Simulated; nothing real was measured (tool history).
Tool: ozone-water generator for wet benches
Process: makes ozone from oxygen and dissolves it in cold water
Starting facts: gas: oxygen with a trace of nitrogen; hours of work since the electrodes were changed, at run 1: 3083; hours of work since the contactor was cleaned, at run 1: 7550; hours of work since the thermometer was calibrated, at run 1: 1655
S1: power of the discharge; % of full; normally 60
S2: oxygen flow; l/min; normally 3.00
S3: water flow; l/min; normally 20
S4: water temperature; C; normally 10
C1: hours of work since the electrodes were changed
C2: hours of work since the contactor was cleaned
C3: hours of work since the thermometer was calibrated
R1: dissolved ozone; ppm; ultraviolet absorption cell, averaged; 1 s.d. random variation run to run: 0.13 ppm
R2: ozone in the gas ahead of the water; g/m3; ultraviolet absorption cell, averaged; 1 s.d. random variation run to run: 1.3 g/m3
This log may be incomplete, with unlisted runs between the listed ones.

run    hour  S1    S2  S3  S4    C1    C2    C3    R1     R2
  1     0.0  60  3.00  20  10  3083  7550  1655  13.2  215.5
  2    87.7  60  3.00  20   6  3166  7633  1738  13.0  214.2
  3   210.4  60  3.00  20   6  3282  7749  1853  13.0  217.2
  4   299.7  60  3.00  20  10  3366  7833  1938  13.0  213.5
  5   426.7  60  3.00  20  10  3486  7953  2058  12.7  213.9
  6   577.0  60  3.00  20  10  3628  8095  2199  12.6  215.2
  7   722.1  60  3.00  20  10  3765  8232  2336  12.6  212.1
  8   834.2  60  3.00  20  10  3871  8337  2442  12.7  214.8
  9   968.7  60  3.00  20  10  3998  8464  2569  12.7  212.3
 10  1046.5  60  3.00  20  10  4071  8538  2642  12.5  213.6
 11  1165.4  60  3.00  20  10  4183  8650  2755  12.4  214.1
 12  1317.8  60  3.00  20  10  4327  8794  2898  12.3  209.4
 13  1403.2  60  3.00  20  10  4408  8875  2979  12.3  210.7
 14  1577.1  60  3.00  20   6  4572  9039  3143  12.8  210.0
     1591.2  -- water thermometer calibrated
 15  1670.4  60  3.00  20   6  4659  9126    75  12.5  210.4
 16  1845.5  60  3.00  20  10  4825  9291   240  12.3  211.0
 17  2007.4  60  1.98  20  10  4977  9444   393  10.4  242.9
     2045.5  -- water thermometer calibrated, once more
 18  2083.8  60  1.98  24  10  5049  9516    36   8.2  242.9
 19  2214.7  60  1.98  13  10  5172  9639   160  17.2  241.1
 20  2315.3  60  1.98  13  10  5267  9734   255  16.8  240.6
 21  2391.2  79  2.15  20  10  5339  9806   326  12.6  282.3
     2526.6  -- contactor cleaned
 22  2534.7  79  2.15  20  10  5471     8   458  13.7  281.1

What does the tool deliver on the next run?
 23  2620.0  67  4.02  19  16  5551  88  538   ?   ?

{"run 23": {"R1": 15.0, "R2": 196.6}}
Had the tool carried no hidden state, the very same run would have given R1 17.3 ppm, R2 224.7 g/m3.
